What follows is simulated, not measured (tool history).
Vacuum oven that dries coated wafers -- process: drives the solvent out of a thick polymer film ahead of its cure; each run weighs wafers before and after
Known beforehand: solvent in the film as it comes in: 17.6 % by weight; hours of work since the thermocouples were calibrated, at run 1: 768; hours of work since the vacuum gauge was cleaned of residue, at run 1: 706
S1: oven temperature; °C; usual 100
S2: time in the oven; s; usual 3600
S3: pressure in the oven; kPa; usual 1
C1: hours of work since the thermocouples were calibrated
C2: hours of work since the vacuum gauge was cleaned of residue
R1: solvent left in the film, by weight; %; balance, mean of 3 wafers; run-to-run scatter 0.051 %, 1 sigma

run	hour	S1	S2	S3	C1	C2	R1
1	0	100	3600	1	768	706	1.11
2	25.2	100	3600	1.92	781	720	1.56
3	47.6	100	3600	1	793	731	1.14
4	72.3	100	3600	1	806	744	1.11
5	91.3	100	3600	1	816	754	1.15
6	116.8	100	4260	1	829	768	0.74
7	155.2	108	6180	1	849	788	0.34
8	178.3	108	5580	0.6	861	800	0.15
9	214.7	108	5580	0.6	880	819	0.19
10	231.7	108	5580	0.6	889	828	0.23
11	251.3	103	4200	2.6	900	838	1.24
12	288.4	103	4200	2.6	919	858	1.22

Each row is a separate what-if for the run after 12, all from the same tool condition, not one after another. Results?
A	322.7	100	3600	2.34	937	876	?
B	322.7	94	4200	1.12	937	876	?
C	322.7	95	3600	0.75	937	876	?
D	322.7	101	4200	2.6	937	876	?
E	322.7	100	3600	1.68	937	876	?

run	R1
A	1.74
B	1.9
C	1.88
D	1.49
E	1.42
What these runs would have given with no unlogged condition in the tool:
run	R1
A	1.73
B	1.89
C	1.87
D	1.49
E	1.41
